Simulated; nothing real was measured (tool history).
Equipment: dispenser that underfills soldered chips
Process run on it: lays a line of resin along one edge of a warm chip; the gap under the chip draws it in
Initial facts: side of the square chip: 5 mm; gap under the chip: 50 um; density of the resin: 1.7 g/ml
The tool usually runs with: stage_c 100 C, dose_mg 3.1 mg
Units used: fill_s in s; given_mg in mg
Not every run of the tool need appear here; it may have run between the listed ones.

run	day	stage_c	dose_mg	fill_s	given_mg
1	0	100	3.1	28.1	3.029
# day 0.267: new syringe of resin
2	0.317	100	3.12	25.1	3.054
# day 0.696: new syringe of resin
3	0.696	100	3.12	23.6	3.045
4	1.075	100	3.12	37.4	3.033
# day 1.117: new syringe of resin
# day 1.558: new syringe of resin
5	1.667	100	3.12	26.5	3.024
6	1.929	100	3.12	36.8	3.025
# day 1.962: new syringe of resin
7	2.192	100	3.12	31.3	3.01
# day 2.412: new syringe of resin
# day 2.654: dispensing valve cleaned and set on the balance
8	2.696	100	3.12	32.9	3.125
# day 2.867: new syringe of resin
9	3.033	100	3.95	29.4	3.947
# day 3.288: new syringe of resin
10	3.554	100	3.95	31.9	3.924
# day 3.712: new syringe of resin
11	3.912	100	3.1	30.7	3.074
# day 4.129: new syringe of resin
12	4.242	100	3.1	28	3.07
13	4.508	100	3.1	38.1	3.06
# day 4.55: new syringe of resin
14	4.867	100	3.53	34.4	3.484
# day 5.004: new syringe of resin
15	5.258	100	3.53	33.7	3.462
# day 5.421: new syringe of resin
16	5.525	100	2.63	30.4	2.579
# day 5.846: new syringe of resin
17	5.858	100	2.63	27	2.579
18	6.196	100	3.43	37.6	3.362
# day 6.262: new syringe of resin
# day 6.679: new syringe of resin
19	6.688	94	3.54	32.6	3.451
20	6.975	111	3.39	20.8	3.3
# day 7.092: new syringe of resin
21	7.238	87	2.87	54.6	2.786
# day 7.508: new syringe of resin
22	7.721	87	2.87	59.2	2.782
# day 7.85: dispensing valve cleaned and set on the balance
# day 7.975: new syringe of resin
23	8.346	112	2.87	22.9	2.854
# day 8.396: new syringe of resin
24	8.642	92	3.98	46.2	3.952
# day 8.817: new syringe of resin
25	9.046	96	3.7	37.9	3.676
# day 9.254: new syringe of resin
26	9.429	102	3.83	28.7	3.787
# day 9.667: new syringe of resin
27	9.683	89	2.63	45.3	2.594
# day 10.075: new syringe of resin
28	10.15	89	2.63	49	2.584
# day 10.512: new syringe of resin
29	10.512	107	3.2	18.2	3.146
# day 10.938: new syringe of resin
30	10.971	97	3.7	29.5	3.615
# day 11.35: new syringe of resin
31	11.533	97	3.7	35	3.595
# day 11.762: new syringe of resin
32	11.871	97	3.67	32.1	3.573
# day 12.167: new syringe of resin
33	12.312	92	2.67	46.4	2.58
# day 12.592: new syringe of resin
34	12.883	92	2.67	55	2.571

Below, some changes in fill_s between adjacent runs. For each, the amount present without the hidden state too (settings, incoming material, random variation) and the amount remaining for the hidden state with gauge scatter not shared by both compared results:
Hidden state present: resin's viscosity, % of fresh resin's; dose that the valve gives, % of what is set; true chip temperature over the reading, C; drift of the gauge itself on fill_s, %; drift of the gauge itself on given_mg, %.
Run 3 -> 4: no setting changed, nothing entered. fill_s +13.8 s: hidden state +13.2, all else +0.6.
Run 17 -> 18: dose_mg 2.63 -> 3.43. fill_s +10.6 s: hidden state +11.4, all else -0.8.
Run 18 -> 19: stage_c 100 -> 94, dose_mg 3.43 -> 3.54, new syringe of resin, new syringe of resin. fill_s -5 s: hidden state -11.4, all else +6.4.
Run 20 -> 21: stage_c 111 -> 87, dose_mg 3.39 -> 2.87, new syringe of resin. fill_s +33.8 s: hidden state +4.3, all else +29.5.
Run 22 -> 23: stage_c 87 -> 112, dispensing valve cleaned and set on the balance, new syringe of resin. fill_s -36.3 s: hidden state -8.4, all else -27.9.
Run 28 -> 29: stage_c 89 -> 107, dose_mg 2.63 -> 3.2, new syringe of resin. fill_s -30.8 s: hidden state -7.2, all else -23.6.
